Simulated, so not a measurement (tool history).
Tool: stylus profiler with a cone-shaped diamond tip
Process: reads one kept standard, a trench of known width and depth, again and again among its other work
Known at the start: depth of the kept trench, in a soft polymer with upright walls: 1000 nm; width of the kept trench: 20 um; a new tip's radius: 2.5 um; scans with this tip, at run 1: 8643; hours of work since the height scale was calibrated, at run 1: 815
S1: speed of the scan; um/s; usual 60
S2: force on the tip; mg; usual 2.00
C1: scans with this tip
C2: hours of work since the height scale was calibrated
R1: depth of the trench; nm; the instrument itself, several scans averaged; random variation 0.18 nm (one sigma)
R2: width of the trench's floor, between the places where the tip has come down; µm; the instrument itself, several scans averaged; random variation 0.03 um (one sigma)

run     day   S1    S2     C1    C2       R1     R2
  1   0.000   60  2.00   8643   815  1011.21  15.86
  2   5.679   18  2.00   9792   923  1011.28  15.95
  3  11.288   18  2.00  10926  1030  1010.84  15.98
  4  16.771   18  2.00  12034  1134  1011.24  15.92
  5  20.596   18  2.00  12808  1207  1011.36  15.95
  6  24.258   60  1.21  13548  1277  1008.28  15.76
  7  26.692   60  1.21  14040  1323  1008.28  15.75
     29.312  -- height scale calibrated on a step standard
  8  32.479   60  1.21  15206    60  1008.43  15.78
  9  36.379   60  1.21  15994   135  1008.32  15.72
 10  39.625   60  1.25  16651   197  1008.18  15.77
 11  43.838   92  2.69  17503   277  1013.68  15.77
 12  49.512   92  2.69  18650   385  1013.79  15.76
 13  53.912   28  0.93  19540   469  1006.49  15.83
 14  59.196   80  2.00  20608   570  1011.12  15.79
 15  64.158  157  3.77  21612   664  1016.99  15.65
 16  70.038  157  3.77  22801   776  1017.43  15.65
 17  73.942  229  5.79  23590   851  1023.02  15.57

Forecast each of these 5 alternatives for the next run:
  A  79.638   40  0.95  24741  959   ?   ?
  B  79.638   69  1.45  24741  959   ?   ?
  C  79.638   61  2.16  24741  959   ?   ?
  D  79.638  229  4.44  24741  959   ?   ?
  E  79.638  229  2.51  24741  959   ?   ?

run       R1     R2
  A  1007.00  15.86
  B  1008.85  15.76
  C  1012.01  15.76
  D  1019.17  15.51
  E  1013.26  15.30
Without the tool's hidden state the same runs would have given:
run       R1     R2
  A  1007.01  15.89
  B  1008.86  15.79
  C  1012.02  15.79
  D  1019.19  15.55
  E  1013.28  15.34
